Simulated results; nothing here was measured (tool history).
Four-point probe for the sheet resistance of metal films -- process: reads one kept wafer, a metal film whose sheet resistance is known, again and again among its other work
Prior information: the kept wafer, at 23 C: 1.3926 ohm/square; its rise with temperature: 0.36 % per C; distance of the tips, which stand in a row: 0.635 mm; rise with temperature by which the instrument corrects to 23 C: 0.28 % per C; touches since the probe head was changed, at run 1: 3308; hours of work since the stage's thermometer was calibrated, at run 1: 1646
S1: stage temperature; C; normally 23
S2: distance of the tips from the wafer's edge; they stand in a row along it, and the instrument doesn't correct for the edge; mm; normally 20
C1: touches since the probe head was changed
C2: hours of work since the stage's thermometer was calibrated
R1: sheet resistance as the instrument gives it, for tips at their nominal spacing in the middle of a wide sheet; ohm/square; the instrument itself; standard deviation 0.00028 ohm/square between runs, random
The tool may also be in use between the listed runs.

run,day,S1,S2,C1,C2,R1
1,0.000,23,20,3308,1646,1.394124
2,0.962,23,20,3686,1656,1.394334
3,1.754,23,20,3998,1665,1.394500
4,2.412,23,20,4257,1673,1.394613
5,3.492,30,20,4681,1685,1.401722
6,4.229,30,20,4970,1693,1.401300
7,5.054,34,3,5294,1702,1.438515
8,6.004,27,17,5667,1712,1.399060
9,7.054,31,8,6080,1724,1.406696
10,7.871,31,8,6402,1733,1.406650
11,8.454,18,9,6630,1740,1.391500
12,9.242,18,9,6940,1748,1.391861

Here are 5 independent what-if runs from the current tool condition. What would each one return?
A,9.771,25,55,7149,1754,?
B,9.771,29,6,7149,1754,?
C,9.771,23,39,7149,1754,?
D,9.771,19,4,7149,1754,?
E,9.771,28,8,7149,1754,?

run,R1
A,1.395271
B,1.407037
C,1.393695
D,1.407717
E,1.403350
Without the tool's hidden state the same runs would have given:
run,R1
A,1.394393
B,1.406116
C,1.392835
D,1.406891
E,1.402440
